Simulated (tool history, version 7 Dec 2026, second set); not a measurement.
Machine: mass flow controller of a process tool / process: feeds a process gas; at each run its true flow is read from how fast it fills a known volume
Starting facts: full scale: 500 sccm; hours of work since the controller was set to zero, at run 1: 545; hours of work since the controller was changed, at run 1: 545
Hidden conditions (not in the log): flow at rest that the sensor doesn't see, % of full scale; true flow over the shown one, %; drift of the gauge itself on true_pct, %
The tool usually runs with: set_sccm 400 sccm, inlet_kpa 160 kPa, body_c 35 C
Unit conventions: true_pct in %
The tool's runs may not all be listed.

| run | hour | set_sccm | inlet_kpa | body_c | hours of work since the controller was set to zero | hours of work since the controller was changed | true_pct |
|---|---|---|---|---|---|---|---|
| 1 | 0 | 400 | 160 | 35 | 545 | 545 | 98.17 |
| 2 | 113.2 | 400 | 160 | 35 | 590 | 590 | 98.33 |
| 3 | 269 | 400 | 160 | 35 | 653 | 653 | 98.21 |
| 4 | 375.2 | 400 | 160 | 35 | 696 | 696 | 98.17 |
| 5 | 526.8 | 400 | 160 | 35 | 757 | 757 | 98.31 |
| 6 | 596.1 | 400 | 160 | 35 | 785 | 785 | 98.17 |
| 7 | 678 | 400 | 160 | 29 | 818 | 818 | 98.9 |
| 8 | 756 | 90 | 160 | 35 | 849 | 849 | 95.38 |
| 9 | 865.3 | 90 | 160 | 35 | 893 | 893 | 95.43 |
| 10 | 1000.5 | 90 | 160 | 35 | 947 | 947 | 95.17 |

Run 11 comes next. What will it give?
| 11 | 1082 | 234 | 178 | 24 | 980 | 980 | ? |

true_pct: 98.16 %
Take away the tool's hidden state, keep the run-to-run variation as it was, and the same run would have given true_pct 98.59 %.
